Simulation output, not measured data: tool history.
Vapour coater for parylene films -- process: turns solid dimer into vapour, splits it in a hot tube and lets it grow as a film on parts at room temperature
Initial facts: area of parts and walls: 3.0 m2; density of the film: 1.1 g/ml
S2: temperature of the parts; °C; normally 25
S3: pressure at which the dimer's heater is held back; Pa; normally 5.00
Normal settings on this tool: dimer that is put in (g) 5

run 1 hour=0.0 | dimer_that_is_put_in_(g)=5 S2=25 S3=5.00 | thickness_of_the_film_(µm)=0.68
run 2 hour=31.0 | dimer_that_is_put_in_(g)=3 S2=25 S3=5.00 | thickness_of_the_film_(µm)=0.41
run 3 hour=62.8 | dimer_that_is_put_in_(g)=3 S2=25 S3=5.00 | thickness_of_the_film_(µm)=0.40
run 4 hour=82.1 | dimer_that_is_put_in_(g)=3 S2=25 S3=2.34 | thickness_of_the_film_(µm)=0.45
run 5 hour=112.6 | dimer_that_is_put_in_(g)=3 S2=25 S3=2.34 | thickness_of_the_film_(µm)=0.43
run 6 hour=149.4 | dimer_that_is_put_in_(g)=5 S2=25 S3=5.00 | thickness_of_the_film_(µm)=0.67
run 7 hour=171.7 | dimer_that_is_put_in_(g)=4 S2=25 S3=5.00 | thickness_of_the_film_(µm)=0.54
run 8 hour=189.6 | dimer_that_is_put_in_(g)=4 S2=25 S3=5.00 | thickness_of_the_film_(µm)=0.54
run 9 hour=218.0 | dimer_that_is_put_in_(g)=5 S2=25 S3=5.00 | thickness_of_the_film_(µm)=0.66
run 10 hour=235.7 | dimer_that_is_put_in_(g)=5 S2=25 S3=4.10 | thickness_of_the_film_(µm)=0.67
run 11 hour=270.9 | dimer_that_is_put_in_(g)=4 S2=25 S3=5.00 | thickness_of_the_film_(µm)=0.53
run 12 hour=285.9 | dimer_that_is_put_in_(g)=4 S2=26 S3=5.00 | thickness_of_the_film_(µm)=0.51
run 13 hour=301.7 | dimer_that_is_put_in_(g)=4 S2=26 S3=5.00 | thickness_of_the_film_(µm)=0.53
run 14 hour=336.4 | dimer_that_is_put_in_(g)=7 S2=30 S3=2.56 | thickness_of_the_film_(µm)=0.89
run 15 hour=355.8 | dimer_that_is_put_in_(g)=7 S2=36 S3=3.20 | thickness_of_the_film_(µm)=0.78
run 16 hour=381.6 | dimer_that_is_put_in_(g)=7 S2=36 S3=3.20 | thickness_of_the_film_(µm)=0.77
run 17 hour=399.4 | dimer_that_is_put_in_(g)=7 S2=36 S3=3.20 | thickness_of_the_film_(µm)=0.77
run 18 hour=435.3 | dimer_that_is_put_in_(g)=8 S2=23 S3=11.96 | thickness_of_the_film_(µm)=0.98
run 19 hour=454.7 | dimer_that_is_put_in_(g)=2 S2=21 S3=5.00 | thickness_of_the_film_(µm)=0.26
run 20 hour=490.2 | dimer_that_is_put_in_(g)=2 S2=21 S3=5.00 | thickness_of_the_film_(µm)=0.26
run 21 hour=507.6 | dimer_that_is_put_in_(g)=8 S2=19 S3=5.00 | thickness_of_the_film_(µm)=1.13

For each run, the measured value with the value that run would have given without the tool's hidden condition subtracted. The run-to-run variation is shared by both, the gauge scatter possibly not:
Hidden state present: vapour lost through the trap's worn valve, %; true temperature of the parts over the reading, C; drift of the gauge itself on film_um, %.
run=1 thickness_of_the_film_(µm)=-0.04
run=2 thickness_of_the_film_(µm)=-0.02
run=3 thickness_of_the_film_(µm)=-0.03
run=4 thickness_of_the_film_(µm)=-0.03
run=5 thickness_of_the_film_(µm)=-0.03
run=6 thickness_of_the_film_(µm)=-0.05
run=7 thickness_of_the_film_(µm)=-0.04
run=8 thickness_of_the_film_(µm)=-0.04
run=9 thickness_of_the_film_(µm)=-0.06
run=10 thickness_of_the_film_(µm)=-0.06
run=11 thickness_of_the_film_(µm)=-0.05
run=12 thickness_of_the_film_(µm)=-0.05
run=13 thickness_of_the_film_(µm)=-0.06
run=14 thickness_of_the_film_(µm)=-0.10
run=15 thickness_of_the_film_(µm)=-0.09
run=16 thickness_of_the_film_(µm)=-0.09
run=17 thickness_of_the_film_(µm)=-0.09
run=18 thickness_of_the_film_(µm)=-0.12
run=19 thickness_of_the_film_(µm)=-0.04
run=20 thickness_of_the_film_(µm)=-0.04
run=21 thickness_of_the_film_(µm)=-0.15

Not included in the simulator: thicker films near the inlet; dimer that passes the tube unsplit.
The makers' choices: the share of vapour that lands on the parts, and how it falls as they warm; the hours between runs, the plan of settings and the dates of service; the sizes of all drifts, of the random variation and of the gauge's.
